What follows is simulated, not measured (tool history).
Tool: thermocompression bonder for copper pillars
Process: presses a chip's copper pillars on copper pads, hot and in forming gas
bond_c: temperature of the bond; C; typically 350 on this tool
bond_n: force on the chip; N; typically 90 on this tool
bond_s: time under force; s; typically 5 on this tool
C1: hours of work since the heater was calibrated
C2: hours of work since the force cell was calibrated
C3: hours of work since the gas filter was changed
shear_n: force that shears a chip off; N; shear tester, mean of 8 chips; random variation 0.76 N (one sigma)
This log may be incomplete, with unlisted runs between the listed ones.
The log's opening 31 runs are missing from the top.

{"run": 32, "hour": 239.6, "bond_c": 368, "bond_n": 90, "bond_s": 14, "C1": 410, "C2": 404, "C3": 292, "shear_n": 85.4}
{"run": 33, "hour": 249.1, "bond_c": 356, "bond_n": 64, "bond_s": 5, "C1": 416, "C2": 409, "C3": 298, "shear_n": 44.5}
{"run": 34, "hour": 254.1, "bond_c": 331, "bond_n": 90, "bond_s": 11, "C1": 419, "C2": 412, "C3": 301, "shear_n": 59}
{"run": 35, "hour": 264.7, "bond_c": 335, "bond_n": 62, "bond_s": 5, "C1": 426, "C2": 419, "C3": 307, "shear_n": 36}
{"run": 36, "hour": 271.8, "bond_c": 350, "bond_n": 127, "bond_s": 5, "C1": 430, "C2": 423, "C3": 311, "shear_n": 61.2}
{"hour": 274.8, "done": "forming gas filter changed"}
{"run": 37, "hour": 283.8, "bond_c": 334, "bond_n": 60, "bond_s": 8, "C1": 437, "C2": 430, "C3": 5, "shear_n": 45.4}
{"run": 38, "hour": 292.7, "bond_c": 378, "bond_n": 59, "bond_s": 11, "C1": 442, "C2": 436, "C3": 11, "shear_n": 74}
{"run": 39, "hour": 299.8, "bond_c": 378, "bond_n": 59, "bond_s": 11, "C1": 447, "C2": 440, "C3": 15, "shear_n": 74.9}
{"run": 40, "hour": 307.4, "bond_c": 326, "bond_n": 93, "bond_s": 3, "C1": 451, "C2": 444, "C3": 20, "shear_n": 36}
{"run": 41, "hour": 312.9, "bond_c": 326, "bond_n": 93, "bond_s": 3, "C1": 455, "C2": 448, "C3": 23, "shear_n": 35.8}

3 options for the next run, each taken on its own from the tool as it stands now. Forecast them:
{"run": "A", "hour": 318.8, "bond_c": 326, "bond_n": 57, "bond_s": 3, "C1": 458, "C2": 451, "C3": 27, "shear_n": "?"}
{"run": "B", "hour": 318.8, "bond_c": 350, "bond_n": 56, "bond_s": 3, "C1": 458, "C2": 451, "C3": 27, "shear_n": "?"}
{"run": "C", "hour": 318.8, "bond_c": 324, "bond_n": 71, "bond_s": 13, "C1": 458, "C2": 451, "C3": 27, "shear_n": "?"}

run=A shear_n=25.5
run=B shear_n=33.9
run=C shear_n=55.9
Stripped of hidden state, with their random variation kept, the same runs would have yielded:
run=A shear_n=26.2
run=B shear_n=34.7
run=C shear_n=57.1
